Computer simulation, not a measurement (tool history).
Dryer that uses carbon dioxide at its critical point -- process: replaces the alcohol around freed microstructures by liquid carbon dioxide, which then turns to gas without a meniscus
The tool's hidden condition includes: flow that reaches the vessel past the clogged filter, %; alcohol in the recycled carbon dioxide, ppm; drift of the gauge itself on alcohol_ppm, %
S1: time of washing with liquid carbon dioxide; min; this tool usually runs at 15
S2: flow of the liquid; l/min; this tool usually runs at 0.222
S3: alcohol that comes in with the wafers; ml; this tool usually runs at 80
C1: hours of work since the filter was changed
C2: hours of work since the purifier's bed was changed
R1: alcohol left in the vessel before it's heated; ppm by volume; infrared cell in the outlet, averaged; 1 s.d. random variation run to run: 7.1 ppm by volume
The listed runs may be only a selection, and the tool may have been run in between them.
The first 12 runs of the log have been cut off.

run 13 hour=81.7 | S1=15 S2=0.345 S3=80 | C1=280 C2=66 | R1=76
run 14 hour=88.6 | S1=15 S2=0.222 S3=70 | C1=283 C2=68 | R1=766
run 15 hour=92.8 | S1=15 S2=0.222 S3=70 | C1=284 C2=70 | R1=781
run 16 hour=103.0 | S1=15 S2=0.222 S3=70 | C1=288 C2=74 | R1=780
run 17 hour=108.0 | S1=15 S2=0.222 S3=80 | C1=290 C2=76 | R1=887
run 18 hour=114.0 | S1=15 S2=0.222 S3=80 | C1=293 C2=78 | R1=896
run 19 hour=121.0 | S1=15 S2=0.222 S3=80 | C1=295 C2=81 | R1=934
run 20 hour=126.8 | S1=15 S2=0.222 S3=80 | C1=297 C2=83 | R1=907

What does the tool deliver on the next run?
run 21 hour=134.0 | S1=10 S2=0.168 S3=80 | C1=300 C2=86 | R1=?

{"run 21": {"R1": 11317}}
With no hidden state in the tool, this same run would have given R1 6835 ppm by volume.
